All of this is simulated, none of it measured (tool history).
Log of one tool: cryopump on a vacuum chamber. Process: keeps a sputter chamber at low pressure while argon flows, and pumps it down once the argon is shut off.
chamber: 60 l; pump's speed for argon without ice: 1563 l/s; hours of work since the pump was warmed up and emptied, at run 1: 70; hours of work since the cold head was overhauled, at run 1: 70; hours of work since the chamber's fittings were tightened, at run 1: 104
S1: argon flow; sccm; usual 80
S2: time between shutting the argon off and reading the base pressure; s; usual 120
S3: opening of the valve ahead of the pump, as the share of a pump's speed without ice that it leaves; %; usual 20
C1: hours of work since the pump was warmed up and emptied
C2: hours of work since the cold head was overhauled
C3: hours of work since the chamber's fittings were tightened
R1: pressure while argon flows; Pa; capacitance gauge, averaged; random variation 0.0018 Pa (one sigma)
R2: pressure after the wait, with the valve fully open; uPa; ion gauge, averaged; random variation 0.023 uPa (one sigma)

| run | hour | S1 | S2 | S3 | C1 | C2 | C3 | R1 | R2 |
|---|---|---|---|---|---|---|---|---|---|
| 1 | 0.0 | 80 | 120 | 20 | 70 | 70 | 104 | 0.4380 | 0.97 |
| 2 | 42.2 | 71 | 120 | 20 | 89 | 89 | 124 | 0.3917 | 0.98 |
| 3 | 105.1 | 71 | 120 | 20 | 118 | 118 | 153 | 0.3927 | 1.09 |
| 4 | 153.6 | 71 | 120 | 20 | 141 | 141 | 176 | 0.3961 | 1.19 |
| 5 | 228.0 | 71 | 120 | 20 | 176 | 176 | 210 | 0.3978 | 1.29 |
| 6 | 273.8 | 71 | 120 | 20 | 197 | 197 | 232 | 0.3983 | 1.38 |
| 7 | 334.4 | 71 | 120 | 20 | 225 | 225 | 260 | 0.3986 | 1.44 |
| 8 | 377.4 | 71 | 120 | 20 | 245 | 245 | 280 | 0.4030 | 1.53 |
| 9 | 417.2 | 71 | 120 | 20 | 264 | 264 | 298 | 0.4038 | 1.60 |
| 10 | 449.9 | 101 | 120 | 20 | 279 | 279 | 313 | 0.5805 | 1.70 |
| 11 | 508.4 | 101 | 120 | 20 | 306 | 306 | 341 | 0.5826 | 1.77 |
| 12 | 583.6 | 80 | 128 | 20 | 341 | 341 | 376 | 0.4666 | 1.92 |
|  | 597.3 | pump warmed up, emptied and cooled again |
| 13 | 654.9 | 80 | 128 | 20 | 27 | 372 | 407 | 0.4380 | 1.62 |
| 14 | 735.3 | 32 | 120 | 20 | 64 | 409 | 444 | 0.1740 | 1.72 |
| 15 | 774.1 | 32 | 120 | 20 | 82 | 427 | 462 | 0.1748 | 1.80 |
| 16 | 844.4 | 89 | 120 | 20 | 115 | 460 | 495 | 0.4931 | 1.93 |
| 17 | 900.8 | 89 | 120 | 20 | 141 | 486 | 521 | 0.4908 | 2.05 |
| 18 | 952.8 | 98 | 20 | 48 | 165 | 511 | 545 | 0.2388 | 4.85 |
| 19 | 1012.9 | 107 | 120 | 49 | 193 | 538 | 573 | 0.2582 | 2.20 |
| 20 | 1061.1 | 107 | 153 | 49 | 216 | 561 | 595 | 0.2596 | 2.18 |
| 21 | 1140.9 | 77 | 102 | 36 | 253 | 598 | 633 | 0.2523 | 2.52 |
| 22 | 1189.1 | 77 | 102 | 36 | 275 | 620 | 655 | 0.2559 | 2.72 |
| 23 | 1236.5 | 77 | 102 | 36 | 297 | 642 | 677 | 0.2573 | 2.86 |
| 24 | 1269.6 | 156 | 102 | 22 | 313 | 658 | 692 | 0.8272 | 2.94 |
| 25 | 1312.4 | 87 | 76 | 40 | 333 | 678 | 712 | 0.2703 | 3.20 |
|  | 1348.1 | pump warmed up, emptied and cooled again |
| 26 | 1385.2 | 40 | 120 | 24 | 17 | 709 | 744 | 0.1811 | 2.42 |
| 27 | 1420.2 | 80 | 146 | 20 | 34 | 726 | 760 | 0.4352 | 2.34 |
| 28 | 1455.0 | 80 | 146 | 20 | 50 | 742 | 776 | 0.4408 | 2.39 |
| 29 | 1525.8 | 38 | 199 | 20 | 83 | 775 | 809 | 0.2102 | 2.45 |
| 30 | 1570.1 | 78 | 50 | 35 | 103 | 795 | 830 | 0.2495 | 3.54 |
| 31 | 1625.3 | 59 | 263 | 35 | 129 | 821 | 856 | 0.1909 | 2.54 |
| 32 | 1705.5 | 49 | 93 | 23 | 166 | 858 | 893 | 0.2419 | 3.23 |
| 33 | 1781.3 | 82 | 120 | 23 | 202 | 894 | 928 | 0.4086 | 3.31 |

The same runs without the tool's hidden state, with the same run-to-run variation:
The hidden state here: pump's speed, % of a pump's without ice; cold plate's temperature, K; leak into the chamber, uPa l/s; drift of the gauge itself on working_pa, %; drift of the gauge itself on base_upa, %.
| run | R1 | R2 |
|---|---|---|
| 1 | 0.4318 | 0.72 |
| 2 | 0.3849 | 0.67 |
| 3 | 0.3838 | 0.70 |
| 4 | 0.3855 | 0.72 |
| 5 | 0.3846 | 0.72 |
| 6 | 0.3834 | 0.73 |
| 7 | 0.3810 | 0.72 |
| 8 | 0.3835 | 0.71 |
| 9 | 0.3823 | 0.71 |
| 10 | 0.5476 | 0.77 |
| 11 | 0.5457 | 0.71 |
| 12 | 0.4327 | 0.70 |
| 13 | 0.4353 | 0.68 |
| 14 | 0.1718 | 0.69 |
| 15 | 0.1721 | 0.70 |
| 16 | 0.4824 | 0.73 |
| 17 | 0.4778 | 0.71 |
| 18 | 0.2218 | 3.40 |
| 19 | 0.2362 | 0.71 |
| 20 | 0.2347 | 0.57 |
| 21 | 0.2305 | 0.78 |
| 22 | 0.2316 | 0.81 |
| 23 | 0.2306 | 0.83 |
| 24 | 0.7692 | 0.84 |
| 25 | 0.2351 | 1.01 |
| 26 | 0.1796 | 0.70 |
| 27 | 0.4311 | 0.62 |
| 28 | 0.4355 | 0.60 |
| 29 | 0.2065 | 0.50 |
| 30 | 0.2403 | 1.47 |
| 31 | 0.1823 | 0.42 |
| 32 | 0.2326 | 0.85 |
| 33 | 0.3895 | 0.74 |

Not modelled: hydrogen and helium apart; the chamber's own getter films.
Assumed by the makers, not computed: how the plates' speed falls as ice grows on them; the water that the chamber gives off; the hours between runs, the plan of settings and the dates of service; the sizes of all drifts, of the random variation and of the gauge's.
